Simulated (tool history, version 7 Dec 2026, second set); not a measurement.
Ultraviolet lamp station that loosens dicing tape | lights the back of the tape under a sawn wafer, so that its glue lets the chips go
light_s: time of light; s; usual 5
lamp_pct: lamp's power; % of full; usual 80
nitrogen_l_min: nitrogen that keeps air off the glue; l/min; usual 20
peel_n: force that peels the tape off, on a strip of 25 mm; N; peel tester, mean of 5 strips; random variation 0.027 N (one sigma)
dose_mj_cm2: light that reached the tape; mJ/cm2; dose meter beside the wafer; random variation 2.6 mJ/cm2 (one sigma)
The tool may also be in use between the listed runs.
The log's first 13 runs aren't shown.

Run 14, hour 571.3: usual settings but light_s 10 s, lamp_pct 93 % of full. Result: peel_n 0.207 N, dose_mj_cm2 679 mJ/cm2.
Run 15, hour 632.2: usual settings but nitrogen_l_min 8 l/min. Result: peel_n 2.380 N, dose_mj_cm2 281 mJ/cm2.
Run 16, hour 690.0: usual settings but nitrogen_l_min 8 l/min. Result: peel_n 2.500 N, dose_mj_cm2 276 mJ/cm2.
Run 17, hour 752.4: usual settings but nitrogen_l_min 8 l/min. Result: peel_n 2.574 N, dose_mj_cm2 261 mJ/cm2.
Run 18, hour 804.4: usual settings but lamp_pct 99 % of full, nitrogen_l_min 8 l/min. Result: peel_n 1.935 N, dose_mj_cm2 317 mJ/cm2.
Run 19, hour 873.1: usual settings but light_s 8 s, lamp_pct 87 % of full, nitrogen_l_min 33 l/min. Result: peel_n 0.525 N, dose_mj_cm2 427 mJ/cm2.
Run 20, hour 906.3: usual settings but light_s 8 s, lamp_pct 87 % of full, nitrogen_l_min 33 l/min. Result: peel_n 0.568 N, dose_mj_cm2 423 mJ/cm2.
At hour 911.1: window cleaned of glue's vapour.
Run 21, hour 961.8: usual settings but light_s 8 s, lamp_pct 87 % of full, nitrogen_l_min 33 l/min. Result: peel_n 0.364 N, dose_mj_cm2 502 mJ/cm2.
Run 22, hour 994.9: usual settings but light_s 8 s, lamp_pct 62 % of full, nitrogen_l_min 14 l/min. Result: peel_n 1.249 N, dose_mj_cm2 347 mJ/cm2.
Run 23, hour 1029.2: usual settings but light_s 8 s, lamp_pct 62 % of full, nitrogen_l_min 14 l/min. Result: peel_n 1.286 N, dose_mj_cm2 343 mJ/cm2.
Run 24, hour 1072.8: usual settings but light_s 3 s, lamp_pct 62 % of full, nitrogen_l_min 14 l/min. Result: peel_n 5.258 N, dose_mj_cm2 121 mJ/cm2.
Run 25, hour 1139.0: usual settings but light_s 2 s, lamp_pct 72 % of full, nitrogen_l_min 23 l/min. Result: peel_n 6.173 N, dose_mj_cm2 93 mJ/cm2.
Run 26, hour 1210.2: usual settings but light_s 4 s. Result: peel_n 3.026 N, dose_mj_cm2 201 mJ/cm2.
Run 27, hour 1249.5: usual settings but light_s 4 s. Result: peel_n 3.050 N, dose_mj_cm2 197 mJ/cm2.
Run 28, hour 1304.2: usual settings but lamp_pct 64 % of full, nitrogen_l_min 11 l/min. Result: peel_n 3.650 N, dose_mj_cm2 193 mJ/cm2.
Run 29, hour 1357.4: usual settings but lamp_pct 64 % of full, nitrogen_l_min 11 l/min. Result: peel_n 3.959 N, dose_mj_cm2 186 mJ/cm2.
At hour 1363.8: window cleaned of glue's vapour.
Run 30, hour 1389.4: usual settings but light_s 4 s, nitrogen_l_min 16 l/min. Result: peel_n 2.761 N, dose_mj_cm2 221 mJ/cm2.
Run 31, hour 1453.3: usual settings but light_s 4 s, nitrogen_l_min 16 l/min. Result: peel_n 2.955 N, dose_mj_cm2 217 mJ/cm2.
Run 32, hour 1526.3: usual settings but light_s 4 s, lamp_pct 74 % of full, nitrogen_l_min 22 l/min. Result: peel_n 3.191 N, dose_mj_cm2 186 mJ/cm2.
Run 33, hour 1559.6: usual settings but light_s 4 s, lamp_pct 74 % of full, nitrogen_l_min 22 l/min. Result: peel_n 3.295 N, dose_mj_cm2 184 mJ/cm2.
Run 34, hour 1625.5: usual settings but light_s 2 s, lamp_pct 60 % of full, nitrogen_l_min 25 l/min. Result: peel_n 6.883 N, dose_mj_cm2 74 mJ/cm2.
Run 35, hour 1690.8: usual settings but light_s 2 s, lamp_pct 60 % of full, nitrogen_l_min 25 l/min. Result: peel_n 7.067 N, dose_mj_cm2 67 mJ/cm2.

Forecast each of these 5 alternatives for the next run:
Run A, hour 1760.2: usual settings but light_s 4 s, nitrogen_l_min 9 l/min. Result: peel_n ?, dose_mj_cm2 ?.
Run B, hour 1760.2: usual settings but light_s 7 s, lamp_pct 94 % of full, nitrogen_l_min 7 l/min. Result: peel_n ?, dose_mj_cm2 ?.
Run C, hour 1760.2: usual settings but light_s 3 s, lamp_pct 60 % of full, nitrogen_l_min 6 l/min. Result: peel_n ?, dose_mj_cm2 ?.
Run D, hour 1760.2: usual settings but light_s 3 s, lamp_pct 60 % of full, nitrogen_l_min 25 l/min. Result: peel_n ?, dose_mj_cm2 ?.
Run E, hour 1760.2: usual settings but light_s 8 s, lamp_pct 84 % of full, nitrogen_l_min 10 l/min. Result: peel_n ?, dose_mj_cm2 ?.

run  peel_n  dose_mj_cm2
  A   4.230          180
  B   1.526          370
  C   6.960           98
  D   5.620          100
  E   1.250          379
Without the tool's hidden state the same runs would have given:
run  peel_n  dose_mj_cm2
  A   2.668          259
  B   0.666          532
  C   5.474          142
  D   4.082          144
  E   0.513          545
